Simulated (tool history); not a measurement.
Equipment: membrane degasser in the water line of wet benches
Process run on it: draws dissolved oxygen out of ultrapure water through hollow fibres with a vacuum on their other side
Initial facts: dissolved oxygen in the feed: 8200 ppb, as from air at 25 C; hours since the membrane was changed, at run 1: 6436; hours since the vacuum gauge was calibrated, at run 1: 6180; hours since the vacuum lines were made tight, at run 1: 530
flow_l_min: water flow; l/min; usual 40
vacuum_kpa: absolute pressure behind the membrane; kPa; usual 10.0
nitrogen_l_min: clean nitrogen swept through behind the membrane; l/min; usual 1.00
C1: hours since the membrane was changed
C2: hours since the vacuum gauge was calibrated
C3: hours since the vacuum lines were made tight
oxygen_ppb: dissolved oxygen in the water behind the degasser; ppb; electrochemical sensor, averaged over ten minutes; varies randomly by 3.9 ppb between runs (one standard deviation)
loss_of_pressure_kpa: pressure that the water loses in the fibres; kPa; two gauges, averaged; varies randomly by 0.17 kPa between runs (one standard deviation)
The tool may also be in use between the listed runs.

{"run": 1, "hour": 0.0, "flow_l_min": 40, "vacuum_kpa": 10.0, "nitrogen_l_min": 1.0, "C1": 6436, "C2": 6180, "C3": 530, "oxygen_ppb": 605.5, "loss_of_pressure_kpa": 69.18}
{"run": 2, "hour": 128.7, "flow_l_min": 42, "vacuum_kpa": 10.0, "nitrogen_l_min": 1.0, "C1": 6564, "C2": 6309, "C3": 659, "oxygen_ppb": 624.4, "loss_of_pressure_kpa": 72.83}
{"run": 3, "hour": 424.1, "flow_l_min": 42, "vacuum_kpa": 10.0, "nitrogen_l_min": 1.0, "C1": 6860, "C2": 6605, "C3": 954, "oxygen_ppb": 628.9, "loss_of_pressure_kpa": 73.04}
{"run": 4, "hour": 666.0, "flow_l_min": 42, "vacuum_kpa": 10.0, "nitrogen_l_min": 1.0, "C1": 7102, "C2": 6846, "C3": 1196, "oxygen_ppb": 632.4, "loss_of_pressure_kpa": 73.27}
{"run": 5, "hour": 791.7, "flow_l_min": 40, "vacuum_kpa": 10.0, "nitrogen_l_min": 1.0, "C1": 7227, "C2": 6972, "C3": 1322, "oxygen_ppb": 603.9, "loss_of_pressure_kpa": 69.75}
{"run": 6, "hour": 1011.7, "flow_l_min": 40, "vacuum_kpa": 10.0, "nitrogen_l_min": 0.49, "C1": 7447, "C2": 7192, "C3": 1542, "oxygen_ppb": 981.6, "loss_of_pressure_kpa": 70.01}
{"run": 7, "hour": 1241.1, "flow_l_min": 40, "vacuum_kpa": 10.0, "nitrogen_l_min": 0.49, "C1": 7677, "C2": 7422, "C3": 1771, "oxygen_ppb": 978.0, "loss_of_pressure_kpa": 69.73}
{"run": 8, "hour": 1410.7, "flow_l_min": 44, "vacuum_kpa": 10.0, "nitrogen_l_min": 1.0, "C1": 7846, "C2": 7591, "C3": 1940, "oxygen_ppb": 659.1, "loss_of_pressure_kpa": 76.95}
{"run": 9, "hour": 1660.0, "flow_l_min": 40, "vacuum_kpa": 10.0, "nitrogen_l_min": 2.95, "C1": 8096, "C2": 7840, "C3": 2190, "oxygen_ppb": 267.5, "loss_of_pressure_kpa": 69.91}
{"run": 10, "hour": 1853.1, "flow_l_min": 40, "vacuum_kpa": 10.0, "nitrogen_l_min": 0.53, "C1": 8289, "C2": 8034, "C3": 2383, "oxygen_ppb": 947.4, "loss_of_pressure_kpa": 70.3}
{"hour": 2104.6, "done": "membrane cartridge changed"}
{"run": 11, "hour": 2142.5, "flow_l_min": 40, "vacuum_kpa": 19.3, "nitrogen_l_min": 0.53, "C1": 38, "C2": 8319, "C3": 2668, "oxygen_ppb": 1850.1, "loss_of_pressure_kpa": 66.51}
{"run": 12, "hour": 2358.6, "flow_l_min": 40, "vacuum_kpa": 19.3, "nitrogen_l_min": 0.53, "C1": 254, "C2": 8535, "C3": 2884, "oxygen_ppb": 1856.7, "loss_of_pressure_kpa": 66.6}
{"run": 13, "hour": 2653.1, "flow_l_min": 40, "vacuum_kpa": 19.3, "nitrogen_l_min": 0.53, "C1": 549, "C2": 8830, "C3": 3179, "oxygen_ppb": 1847.9, "loss_of_pressure_kpa": 66.63}
{"hour": 2813.8, "done": "vacuum gauge calibrated"}
{"run": 14, "hour": 2813.8, "flow_l_min": 40, "vacuum_kpa": 19.3, "nitrogen_l_min": 0.53, "C1": 709, "C2": 0, "C3": 3339, "oxygen_ppb": 1898.2, "loss_of_pressure_kpa": 67.28}
{"run": 15, "hour": 2959.7, "flow_l_min": 32, "vacuum_kpa": 19.3, "nitrogen_l_min": 0.53, "C1": 855, "C2": 146, "C3": 3485, "oxygen_ppb": 1626.5, "loss_of_pressure_kpa": 53.82}
{"hour": 3017.5, "done": "seals of the vacuum lines changed"}
{"run": 16, "hour": 3254.3, "flow_l_min": 40, "vacuum_kpa": 10.0, "nitrogen_l_min": 1.0, "C1": 1147, "C2": 438, "C3": 237, "oxygen_ppb": 649.1, "loss_of_pressure_kpa": 67.21}
{"hour": 3504.5, "done": "vacuum gauge calibrated, once more"}
{"run": 17, "hour": 3504.5, "flow_l_min": 59, "vacuum_kpa": 10.0, "nitrogen_l_min": 1.0, "C1": 1397, "C2": 0, "C3": 487, "oxygen_ppb": 731.1, "loss_of_pressure_kpa": 99.02}
{"run": 18, "hour": 3758.1, "flow_l_min": 58, "vacuum_kpa": 10.0, "nitrogen_l_min": 1.0, "C1": 1651, "C2": 254, "C3": 740, "oxygen_ppb": 728.3, "loss_of_pressure_kpa": 97.56}
{"run": 19, "hour": 3965.3, "flow_l_min": 58, "vacuum_kpa": 10.0, "nitrogen_l_min": 1.0, "C1": 1858, "C2": 461, "C3": 947, "oxygen_ppb": 711.6, "loss_of_pressure_kpa": 97.48}
{"run": 20, "hour": 4234.9, "flow_l_min": 40, "vacuum_kpa": 10.0, "nitrogen_l_min": 1.94, "C1": 2127, "C2": 730, "C3": 1217, "oxygen_ppb": 321.7, "loss_of_pressure_kpa": 67.5}
{"run": 21, "hour": 4482.6, "flow_l_min": 40, "vacuum_kpa": 10.0, "nitrogen_l_min": 1.94, "C1": 2375, "C2": 978, "C3": 1465, "oxygen_ppb": 328.0, "loss_of_pressure_kpa": 67.94}
{"run": 22, "hour": 4687.6, "flow_l_min": 40, "vacuum_kpa": 10.0, "nitrogen_l_min": 1.94, "C1": 2580, "C2": 1183, "C3": 1670, "oxygen_ppb": 326.7, "loss_of_pressure_kpa": 67.91}
{"run": 23, "hour": 4877.8, "flow_l_min": 40, "vacuum_kpa": 10.0, "nitrogen_l_min": 1.94, "C1": 2770, "C2": 1373, "C3": 1860, "oxygen_ppb": 330.1, "loss_of_pressure_kpa": 67.84}
{"run": 24, "hour": 5031.6, "flow_l_min": 28, "vacuum_kpa": 10.0, "nitrogen_l_min": 1.0, "C1": 2924, "C2": 1527, "C3": 2014, "oxygen_ppb": 408.0, "loss_of_pressure_kpa": 47.49}
{"run": 25, "hour": 5222.0, "flow_l_min": 35, "vacuum_kpa": 10.7, "nitrogen_l_min": 1.0, "C1": 3114, "C2": 1717, "C3": 2204, "oxygen_ppb": 540.0, "loss_of_pressure_kpa": 59.6}
{"run": 26, "hour": 5415.2, "flow_l_min": 45, "vacuum_kpa": 12.7, "nitrogen_l_min": 1.22, "C1": 3308, "C2": 1911, "C3": 2397, "oxygen_ppb": 710.6, "loss_of_pressure_kpa": 76.62}
{"run": 27, "hour": 5541.7, "flow_l_min": 45, "vacuum_kpa": 12.7, "nitrogen_l_min": 1.22, "C1": 3434, "C2": 2037, "C3": 2524, "oxygen_ppb": 708.0, "loss_of_pressure_kpa": 76.46}
{"run": 28, "hour": 5818.5, "flow_l_min": 40, "vacuum_kpa": 10.5, "nitrogen_l_min": 1.0, "C1": 3711, "C2": 2314, "C3": 2801, "oxygen_ppb": 593.0, "loss_of_pressure_kpa": 68.06}
{"run": 29, "hour": 5947.3, "flow_l_min": 62, "vacuum_kpa": 17.7, "nitrogen_l_min": 1.0, "C1": 3840, "C2": 2443, "C3": 2929, "oxygen_ppb": 1481.5, "loss_of_pressure_kpa": 105.89}
{"run": 30, "hour": 6209.4, "flow_l_min": 62, "vacuum_kpa": 17.7, "nitrogen_l_min": 1.0, "C1": 4102, "C2": 2705, "C3": 3191, "oxygen_ppb": 1474.7, "loss_of_pressure_kpa": 106.34}
{"run": 31, "hour": 6447.5, "flow_l_min": 30, "vacuum_kpa": 10.0, "nitrogen_l_min": 1.0, "C1": 4340, "C2": 2943, "C3": 3430, "oxygen_ppb": 448.0, "loss_of_pressure_kpa": 51.2}

Consider 4 possible next runs. They are alternatives, not a sequence: every one starts from the tool as it was left by run 31. What does each give?
{"hour": 6565.3, "done": "seals of the vacuum lines changed"}
{"run": "A", "hour": 6657.5, "flow_l_min": 58, "vacuum_kpa": 10.0, "nitrogen_l_min": 1.0, "C1": 4548, "C2": 3151, "C3": 92, "oxygen_ppb": "?", "loss_of_pressure_kpa": "?"}
{"hour": 6565.3, "done": "seals of the vacuum lines changed"}
{"run": "B", "hour": 6657.5, "flow_l_min": 48, "vacuum_kpa": 20.8, "nitrogen_l_min": 1.0, "C1": 4548, "C2": 3151, "C3": 92, "oxygen_ppb": "?", "loss_of_pressure_kpa": "?"}
{"hour": 6565.3, "done": "seals of the vacuum lines changed"}
{"run": "C", "hour": 6657.5, "flow_l_min": 29, "vacuum_kpa": 10.8, "nitrogen_l_min": 1.0, "C1": 4548, "C2": 3151, "C3": 92, "oxygen_ppb": "?", "loss_of_pressure_kpa": "?"}
{"hour": 6565.3, "done": "seals of the vacuum lines changed"}
{"run": "D", "hour": 6657.5, "flow_l_min": 30, "vacuum_kpa": 12.0, "nitrogen_l_min": 1.78, "C1": 4548, "C2": 3151, "C3": 92, "oxygen_ppb": "?", "loss_of_pressure_kpa": "?"}

run=A oxygen_ppb=759.0 loss_of_pressure_kpa=99.32
run=B oxygen_ppb=1450.7 loss_of_pressure_kpa=82.23
run=C oxygen_ppb=480.5 loss_of_pressure_kpa=49.52
run=D oxygen_ppb=348.5 loss_of_pressure_kpa=51.44
With the hidden condition removed and each run's random variation left untouched, the same runs would have given:
run=A oxygen_ppb=713.5 loss_of_pressure_kpa=96.60
run=B oxygen_ppb=1418.0 loss_of_pressure_kpa=79.97
run=C oxygen_ppb=454.5 loss_of_pressure_kpa=48.15
run=D oxygen_ppb=331.3 loss_of_pressure_kpa=50.03
